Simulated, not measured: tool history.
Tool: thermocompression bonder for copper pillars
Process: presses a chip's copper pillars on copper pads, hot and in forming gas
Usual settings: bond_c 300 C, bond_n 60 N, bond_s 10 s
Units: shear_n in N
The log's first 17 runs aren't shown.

run,day,bond_c,bond_n,bond_s,shear_n
18,9.396,300,60,10,86.4
19,9.829,300,60,10,87.8
20,10.325,300,60,10,87.8
21,11.033,300,60,10,86.0
22,11.392,300,52,10,79.1
23,11.962,293,52,19,92.3
24,12.679,291,56,15,87.3
25,13.033,292,56,19,94.7
26,13.588,292,56,19,95.7
27,14.075,327,62,5,87.3
28,14.462,299,58,10,84.7
29,15.217,299,69,5,76.9
30,15.600,326,60,10,102.7
31,16.221,300,69,10,95.8
32,16.638,300,60,14,95.9
33,17.408,300,60,14,95.4
34,17.829,321,63,6,91.3
35,18.329,328,60,23,122.3
36,19.012,328,60,23,125.3
37,19.642,284,43,23,81.1
38,20.304,299,61,7,78.5
39,20.654,300,60,15,97.1

5 ways to go on from here, each from the tool as it stands after run 39. What would each give?
A,21.438,270,58,15,?
B,21.438,301,60,10,?
C,21.438,300,46,27,?
D,21.438,300,50,8,?
E,21.438,300,42,15,?

run,shear_n
A,74.5
B,86.8
C,99.4
D,71.8
E,76.9
Without the tool's hidden state the same runs would have given:
run,shear_n
A,75.1
B,87.4
C,100.1
D,72.4
E,77.5
